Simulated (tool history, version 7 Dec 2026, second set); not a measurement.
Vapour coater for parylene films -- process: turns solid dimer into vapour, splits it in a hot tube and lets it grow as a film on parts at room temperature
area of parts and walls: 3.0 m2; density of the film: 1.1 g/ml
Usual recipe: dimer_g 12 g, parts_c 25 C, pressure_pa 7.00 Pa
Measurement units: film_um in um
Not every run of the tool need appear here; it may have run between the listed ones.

{"run": 1, "hour": 0.0, "dimer_g": 12, "parts_c": 25, "pressure_pa": 7.0, "film_um": 1.62}
{"run": 2, "hour": 43.4, "dimer_g": 12, "parts_c": 25, "pressure_pa": 7.0, "film_um": 1.62}
{"run": 3, "hour": 76.2, "dimer_g": 12, "parts_c": 25, "pressure_pa": 7.0, "film_um": 1.61}
{"hour": 89.8, "done": "trap's valve overhauled"}
{"run": 4, "hour": 111.3, "dimer_g": 12, "parts_c": 25, "pressure_pa": 7.0, "film_um": 1.64}
{"run": 5, "hour": 148.4, "dimer_g": 12, "parts_c": 25, "pressure_pa": 7.0, "film_um": 1.64}
{"run": 6, "hour": 174.7, "dimer_g": 12, "parts_c": 25, "pressure_pa": 7.0, "film_um": 1.64}
{"run": 7, "hour": 199.5, "dimer_g": 12, "parts_c": 25, "pressure_pa": 7.83, "film_um": 1.59}
{"run": 8, "hour": 223.6, "dimer_g": 12, "parts_c": 25, "pressure_pa": 7.83, "film_um": 1.6}
{"run": 9, "hour": 261.4, "dimer_g": 12, "parts_c": 25, "pressure_pa": 7.0, "film_um": 1.62}
{"run": 10, "hour": 309.5, "dimer_g": 12, "parts_c": 25, "pressure_pa": 7.0, "film_um": 1.62}
{"run": 11, "hour": 353.7, "dimer_g": 12, "parts_c": 25, "pressure_pa": 2.32, "film_um": 1.96}
{"run": 12, "hour": 376.7, "dimer_g": 12, "parts_c": 25, "pressure_pa": 2.32, "film_um": 1.97}
{"run": 13, "hour": 422.0, "dimer_g": 15, "parts_c": 25, "pressure_pa": 2.32, "film_um": 2.48}
{"run": 14, "hour": 466.7, "dimer_g": 12, "parts_c": 25, "pressure_pa": 3.66, "film_um": 1.81}
{"run": 15, "hour": 488.3, "dimer_g": 12, "parts_c": 25, "pressure_pa": 3.66, "film_um": 1.81}
{"run": 16, "hour": 517.4, "dimer_g": 12, "parts_c": 25, "pressure_pa": 3.66, "film_um": 1.81}
{"run": 17, "hour": 551.9, "dimer_g": 8, "parts_c": 25, "pressure_pa": 7.0, "film_um": 1.06}
{"run": 18, "hour": 575.9, "dimer_g": 8, "parts_c": 25, "pressure_pa": 7.0, "film_um": 1.08}
{"run": 19, "hour": 609.2, "dimer_g": 8, "parts_c": 25, "pressure_pa": 7.0, "film_um": 1.09}
{"run": 20, "hour": 629.1, "dimer_g": 8, "parts_c": 25, "pressure_pa": 7.0, "film_um": 1.08}
{"run": 21, "hour": 672.8, "dimer_g": 8, "parts_c": 25, "pressure_pa": 7.0, "film_um": 1.1}
{"run": 22, "hour": 699.7, "dimer_g": 12, "parts_c": 25, "pressure_pa": 7.0, "film_um": 1.63}
{"run": 23, "hour": 744.8, "dimer_g": 12, "parts_c": 25, "pressure_pa": 7.0, "film_um": 1.62}
{"run": 24, "hour": 768.4, "dimer_g": 12, "parts_c": 25, "pressure_pa": 4.65, "film_um": 1.72}
{"run": 25, "hour": 790.8, "dimer_g": 22, "parts_c": 31, "pressure_pa": 7.0, "film_um": 2.32}
{"run": 26, "hour": 837.8, "dimer_g": 11, "parts_c": 29, "pressure_pa": 2.96, "film_um": 1.5}
{"run": 27, "hour": 874.2, "dimer_g": 11, "parts_c": 29, "pressure_pa": 2.96, "film_um": 1.45}
{"hour": 905.3, "done": "table's thermometer calibrated"}
{"run": 28, "hour": 916.3, "dimer_g": 11, "parts_c": 29, "pressure_pa": 2.96, "film_um": 1.46}
{"run": 29, "hour": 957.9, "dimer_g": 11, "parts_c": 29, "pressure_pa": 3.14, "film_um": 1.41}
{"run": 30, "hour": 982.4, "dimer_g": 9, "parts_c": 33, "pressure_pa": 4.09, "film_um": 0.97}
{"run": 31, "hour": 1003.8, "dimer_g": 9, "parts_c": 21, "pressure_pa": 2.06, "film_um": 1.76}
{"run": 32, "hour": 1047.6, "dimer_g": 9, "parts_c": 21, "pressure_pa": 2.06, "film_um": 1.74}
{"run": 33, "hour": 1081.5, "dimer_g": 18, "parts_c": 19, "pressure_pa": 7.0, "film_um": 3.11}
{"hour": 1101.0, "done": "trap's valve overhauled"}
{"run": 34, "hour": 1130.3, "dimer_g": 12, "parts_c": 25, "pressure_pa": 10.97, "film_um": 1.48}
{"run": 35, "hour": 1176.7, "dimer_g": 12, "parts_c": 21, "pressure_pa": 6.4, "film_um": 1.92}
{"run": 36, "hour": 1199.8, "dimer_g": 7, "parts_c": 20, "pressure_pa": 3.14, "film_um": 1.32}
{"run": 37, "hour": 1219.9, "dimer_g": 19, "parts_c": 25, "pressure_pa": 2.55, "film_um": 3.03}
{"run": 38, "hour": 1242.7, "dimer_g": 13, "parts_c": 23, "pressure_pa": 2.44, "film_um": 2.29}
{"run": 39, "hour": 1290.9, "dimer_g": 18, "parts_c": 24, "pressure_pa": 4.12, "film_um": 2.76}
{"run": 40, "hour": 1323.7, "dimer_g": 16, "parts_c": 24, "pressure_pa": 3.51, "film_um": 2.55}
{"run": 41, "hour": 1353.8, "dimer_g": 16, "parts_c": 24, "pressure_pa": 3.51, "film_um": 2.56}
{"run": 42, "hour": 1385.1, "dimer_g": 7, "parts_c": 31, "pressure_pa": 3.99, "film_um": 0.81}
{"run": 43, "hour": 1418.0, "dimer_g": 7, "parts_c": 31, "pressure_pa": 8.16, "film_um": 0.72}
{"run": 44, "hour": 1464.0, "dimer_g": 7, "parts_c": 31, "pressure_pa": 8.16, "film_um": 0.71}
{"run": 45, "hour": 1488.6, "dimer_g": 7, "parts_c": 31, "pressure_pa": 8.16, "film_um": 0.72}
{"run": 46, "hour": 1515.5, "dimer_g": 16, "parts_c": 21, "pressure_pa": 8.16, "film_um": 2.49}
{"run": 47, "hour": 1538.4, "dimer_g": 16, "parts_c": 21, "pressure_pa": 8.16, "film_um": 2.46}

What if the next run were any one of these 4? Each begins from the tool's condition after run 47:
{"run": "A", "hour": 1560.4, "dimer_g": 10, "parts_c": 21, "pressure_pa": 8.16, "film_um": "?"}
{"run": "B", "hour": 1560.4, "dimer_g": 20, "parts_c": 21, "pressure_pa": 10.43, "film_um": "?"}
{"run": "C", "hour": 1560.4, "dimer_g": 6, "parts_c": 25, "pressure_pa": 8.85, "film_um": "?"}
{"run": "D", "hour": 1560.4, "dimer_g": 16, "parts_c": 21, "pressure_pa": 5.28, "film_um": "?"}

run=A film_um=1.56
run=B film_um=2.92
run=C film_um=0.76
run=D film_um=2.66
The same runs, with their run-to-run variation unchanged, on a tool lacking any hidden condition would have given:
run=A film_um=1.56
run=B film_um=2.93
run=C film_um=0.77
run=D film_um=2.66
